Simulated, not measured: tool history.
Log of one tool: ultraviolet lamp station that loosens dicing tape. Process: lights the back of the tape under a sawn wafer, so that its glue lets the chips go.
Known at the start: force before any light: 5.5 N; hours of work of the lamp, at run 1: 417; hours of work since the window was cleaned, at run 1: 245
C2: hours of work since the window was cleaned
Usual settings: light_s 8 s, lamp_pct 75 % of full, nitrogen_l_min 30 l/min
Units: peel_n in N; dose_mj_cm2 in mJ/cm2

Run 1, hour 0.0: usual settings; hours of work of the lamp 417; C2 245. Result: peel_n 0.461 N, dose_mj_cm2 376 mJ/cm2.
Run 2, hour 63.5: usual settings; hours of work of the lamp 453; C2 281. Result: peel_n 0.474 N, dose_mj_cm2 364 mJ/cm2.
Run 3, hour 143.4: usual settings; hours of work of the lamp 499; C2 327. Result: peel_n 0.502 N, dose_mj_cm2 353 mJ/cm2.
At hour 183.5: window cleaned of glue's vapour.
Run 4, hour 214.7: usual settings but light_s 5 s; hours of work of the lamp 539; C2 18. Result: peel_n 1.094 N, dose_mj_cm2 240 mJ/cm2.
Run 5, hour 302.6: usual settings but light_s 5 s, lamp_pct 68 % of full; hours of work of the lamp 589; C2 68. Result: peel_n 1.294 N, dose_mj_cm2 213 mJ/cm2.
Run 6, hour 360.3: usual settings; hours of work of the lamp 622; C2 101. Result: peel_n 0.454 N, dose_mj_cm2 366 mJ/cm2.
Run 7, hour 408.4: usual settings; hours of work of the lamp 649; C2 128. Result: peel_n 0.492 N, dose_mj_cm2 363 mJ/cm2.
Run 8, hour 445.5: usual settings but nitrogen_l_min 10 l/min; hours of work of the lamp 671; C2 149. Result: peel_n 0.856 N, dose_mj_cm2 359 mJ/cm2.
Run 9, hour 486.3: usual settings but light_s 9 s; hours of work of the lamp 694; C2 173. Result: peel_n 0.396 N, dose_mj_cm2 397 mJ/cm2.
Run 10, hour 521.8: usual settings; hours of work of the lamp 714; C2 193. Result: peel_n 0.537 N, dose_mj_cm2 348 mJ/cm2.
Run 11, hour 589.7: usual settings but light_s 5 s; hours of work of the lamp 753; C2 231. Result: peel_n 1.283 N, dose_mj_cm2 210 mJ/cm2.
Run 12, hour 657.2: usual settings; hours of work of the lamp 791; C2 270. Result: peel_n 0.564 N, dose_mj_cm2 335 mJ/cm2.
Run 13, hour 706.4: usual settings; hours of work of the lamp 819; C2 298. Result: peel_n 0.609 N, dose_mj_cm2 332 mJ/cm2.
Run 14, hour 767.7: usual settings; hours of work of the lamp 854; C2 333. Result: peel_n 0.643 N, dose_mj_cm2 323 mJ/cm2.
At hour 800.0: window cleaned of glue's vapour.
Run 15, hour 810.8: usual settings; hours of work of the lamp 878; C2 6. Result: peel_n 0.522 N, dose_mj_cm2 353 mJ/cm2.
Run 16, hour 855.2: usual settings but lamp_pct 68 % of full, nitrogen_l_min 17 l/min; hours of work of the lamp 904; C2 31. Result: peel_n 0.796 N, dose_mj_cm2 320 mJ/cm2.
Run 17, hour 929.2: usual settings but lamp_pct 90 % of full; hours of work of the lamp 946; C2 74. Result: peel_n 0.370 N, dose_mj_cm2 414 mJ/cm2.
At hour 984.2: lamp changed.
Run 18, hour 987.7: usual settings but nitrogen_l_min 17 l/min; hours of work of the lamp 2; C2 106. Result: peel_n 0.448 N, dose_mj_cm2 432 mJ/cm2.
Run 19, hour 1029.0: usual settings but light_s 13 s, lamp_pct 63 % of full; hours of work of the lamp 26; C2 130. Result: peel_n 0.156 N, dose_mj_cm2 582 mJ/cm2.
Run 20, hour 1103.2: usual settings but light_s 13 s, lamp_pct 63 % of full; hours of work of the lamp 68; C2 172. Result: peel_n 0.163 N, dose_mj_cm2 557 mJ/cm2.
Run 21, hour 1189.0: usual settings but light_s 13 s, lamp_pct 63 % of full; hours of work of the lamp 117; C2 221. Result: peel_n 0.176 N, dose_mj_cm2 552 mJ/cm2.
Run 22, hour 1233.4: usual settings but light_s 13 s, lamp_pct 96 % of full, nitrogen_l_min 49 l/min; hours of work of the lamp 142; C2 246. Result: peel_n 0.062 N, dose_mj_cm2 821 mJ/cm2.
Run 23, hour 1272.8: usual settings but light_s 14 s, lamp_pct 68 % of full; hours of work of the lamp 164; C2 269. Result: peel_n 0.134 N, dose_mj_cm2 620 mJ/cm2.
Run 24, hour 1321.4: usual settings but light_s 4 s, lamp_pct 74 % of full, nitrogen_l_min 25 l/min; hours of work of the lamp 192; C2 296. Result: peel_n 1.537 N, dose_mj_cm2 192 mJ/cm2.
Run 25, hour 1391.1: usual settings but light_s 10 s; hours of work of the lamp 232; C2 336. Result: peel_n 0.252 N, dose_mj_cm2 466 mJ/cm2.
At hour 1419.4: window cleaned of glue's vapour.
Run 26, hour 1450.6: usual settings but light_s 7 s, lamp_pct 90 % of full, nitrogen_l_min 32 l/min; hours of work of the lamp 265; C2 18. Result: peel_n 0.301 N, dose_mj_cm2 435 mJ/cm2.

4 ways to go on from here, each from the tool as it stands after run 26. What would each give?
Run A, hour 1490.7: usual settings but light_s 5 s, lamp_pct 61 % of full; hours of work of the lamp 288; C2 41. Result: peel_n ?, dose_mj_cm2 ?.
Run B, hour 1490.7: usual settings but light_s 5 s, lamp_pct 86 % of full, nitrogen_l_min 20 l/min; hours of work of the lamp 288; C2 41. Result: peel_n ?, dose_mj_cm2 ?.
Run C, hour 1490.7: usual settings but light_s 7 s, lamp_pct 86 % of full, nitrogen_l_min 32 l/min; hours of work of the lamp 288; C2 41. Result: peel_n ?, dose_mj_cm2 ?.
Run D, hour 1490.7: usual settings but light_s 6 s, lamp_pct 83 % of full, nitrogen_l_min 32 l/min; hours of work of the lamp 288; C2 41. Result: peel_n ?, dose_mj_cm2 ?.

run  peel_n  dose_mj_cm2
  A   1.314          204
  B   0.913          292
  C   0.344          404
  D   0.560          336
Without the tool's hidden state the same runs would have given:
run  peel_n  dose_mj_cm2
  A   1.128          226
  B   0.754          325
  C   0.263          449
  D   0.445          372

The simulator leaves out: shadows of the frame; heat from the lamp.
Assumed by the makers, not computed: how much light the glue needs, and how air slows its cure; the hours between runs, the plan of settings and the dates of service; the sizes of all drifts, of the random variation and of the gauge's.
